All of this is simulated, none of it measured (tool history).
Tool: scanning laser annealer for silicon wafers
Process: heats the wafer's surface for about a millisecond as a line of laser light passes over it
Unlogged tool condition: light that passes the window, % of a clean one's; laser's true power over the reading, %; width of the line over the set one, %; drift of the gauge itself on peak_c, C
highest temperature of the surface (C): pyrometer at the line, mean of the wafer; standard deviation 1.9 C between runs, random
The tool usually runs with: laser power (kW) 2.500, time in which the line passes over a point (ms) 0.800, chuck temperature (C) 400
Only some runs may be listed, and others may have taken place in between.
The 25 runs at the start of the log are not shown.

run,day,laser power (kW),time in which the line passes over a point (ms),chuck temperature (C),hours of work since the window was cleaned,hours of work since the power meter was calibrated,hours of work since the optics were aligned,highest temperature of the surface (C)
26,26.442,2.493,0.735,368,122,316,519,1055
27,27.754,2.638,0.613,424,137,331,534,1095
28,28.796,2.638,0.613,424,149,343,546,1092
29,29.796,2.324,0.613,436,160,355,557,1023
30,30.900,2.324,0.613,436,173,367,570,1022
31,31.650,2.474,0.686,400,182,376,578,1057
32,32.600,2.500,0.849,420,193,387,589,1156
33,33.458,2.500,0.849,420,202,397,599,1153
34,34.304,2.211,0.849,427,212,406,609,1071
35,35.021,2.211,0.570,427,220,414,617,959
36,36.062,2.261,0.791,426,232,426,629,1063
37,37.258,2.476,0.791,408,246,440,643,1108
38,38.308,2.163,0.936,408,258,452,655,1063
39,38.954,2.347,0.812,361,265,459,662,1028
40,40.004,2.624,0.703,432,277,471,674,1136
41,40.771,2.624,0.703,432,286,480,683,1133

Predict each of these 4 candidate next runs independently; none follows another, all start after run 41:
A,42.108,2.500,0.852,400,301,496,698,?
B,42.108,2.500,0.622,400,301,496,698,?
C,42.108,2.141,0.675,400,301,496,698,?
D,42.108,2.190,0.703,432,301,496,698,?

run,highest temperature of the surface (C)
A,1126
B,1035
C,958
D,1012
Had the tool no hidden state, the same runs would have come out as:
run,highest temperature of the surface (C)
A,1145
B,1052
C,973
D,1026

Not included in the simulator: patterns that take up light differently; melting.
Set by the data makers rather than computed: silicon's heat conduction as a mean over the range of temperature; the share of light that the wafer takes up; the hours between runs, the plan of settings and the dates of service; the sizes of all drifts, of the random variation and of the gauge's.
